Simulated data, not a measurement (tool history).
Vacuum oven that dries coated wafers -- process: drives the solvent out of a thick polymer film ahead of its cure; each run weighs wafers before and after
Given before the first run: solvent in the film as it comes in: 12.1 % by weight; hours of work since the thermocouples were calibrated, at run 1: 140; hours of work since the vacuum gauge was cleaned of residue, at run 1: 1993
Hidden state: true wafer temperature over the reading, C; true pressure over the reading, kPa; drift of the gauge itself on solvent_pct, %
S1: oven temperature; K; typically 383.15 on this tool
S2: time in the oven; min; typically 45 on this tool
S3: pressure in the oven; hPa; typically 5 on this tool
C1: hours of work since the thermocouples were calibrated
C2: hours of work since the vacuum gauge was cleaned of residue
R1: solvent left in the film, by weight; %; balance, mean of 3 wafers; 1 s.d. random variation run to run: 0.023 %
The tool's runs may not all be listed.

Run 1, hour 0: usual settings; C1 140; C2 1993. Result: R1 1.14 %.
Run 2, hour 76.8: usual settings; C1 196; C2 2048. Result: R1 1.15 %.
Run 3, hour 120.6: usual settings but S3 2.8 hPa; C1 227; C2 2080. Result: R1 1.04 %.
Run 4, hour 162.5: usual settings but S3 2.8 hPa; C1 258; C2 2110. Result: R1 1.06 %.
Run 5, hour 211.5: usual settings; C1 293; C2 2145. Result: R1 1.19 %.
Run 6, hour 249.6: usual settings but S1 388.15 K; C1 320; C2 2173. Result: R1 0.83 %.
Run 7, hour 307.5: usual settings; C1 362; C2 2214. Result: R1 1.17 %.
Run 8, hour 370.3: usual settings; C1 407; C2 2260. Result: R1 1.21 %.
Run 9, hour 428.7: usual settings; C1 449; C2 2302. Result: R1 1.23 %.
Run 10, hour 489.4: usual settings but S1 390.15 K, S2 75 min, S3 4.63 hPa; C1 493; C2 2346. Result: R1 0.43 %.
Run 11, hour 559.5: usual settings but S2 57 min; C1 544; C2 2396. Result: R1 0.88 %.
Run 12, hour 595: usual settings but S1 387.15 K, S2 57 min; C1 569; C2 2422. Result: R1 0.69 %.
Run 13, hour 659.7: usual settings but S1 387.15 K, S2 57 min; C1 616; C2 2468. Result: R1 0.67 %.
Run 14, hour 732.4: usual settings but S1 387.15 K, S2 57 min; C1 669; C2 2521. Result: R1 0.71 %.
Run 15, hour 769.7: usual settings but S2 36 min; C1 695; C2 2548. Result: R1 1.77 %.
Run 16, hour 851.6: usual settings but S2 78 min, S3 14.58 hPa; C1 755; C2 2607. Result: R1 1.34 %.
Run 17, hour 916.4: usual settings but S2 78 min, S3 14.58 hPa; C1 801; C2 2654. Result: R1 1.29 %.
Run 18, hour 982.7: usual settings but S2 24 min, S3 13.11 hPa; C1 849; C2 2701. Result: R1 3.46 %.

Here are 4 independent what-if runs from the current tool condition. What would each one return?
Run A, hour 1016.3: usual settings but S1 381.15 K, S2 63 min, S3 2.9 hPa; C1 873; C2 2726. Result: R1 ?.
Run B, hour 1016.3: usual settings but S2 31 min; C1 873; C2 2726. Result: R1 ?.
Run C, hour 1016.3: usual settings but S1 386.15 K, S2 24 min, S3 3.54 hPa; C1 873; C2 2726. Result: R1 ?.
Run D, hour 1016.3: usual settings but S1 376.15 K, S2 27 min, S3 14.79 hPa; C1 873; C2 2726. Result: R1 ?.

run    R1
  A  0.85
  B  2.24
  C  2.61
  D  4.27
Without the tool's hidden state the same runs would have given:
run    R1
  A  0.54
  B  1.86
  C  2.25
  D  3.81
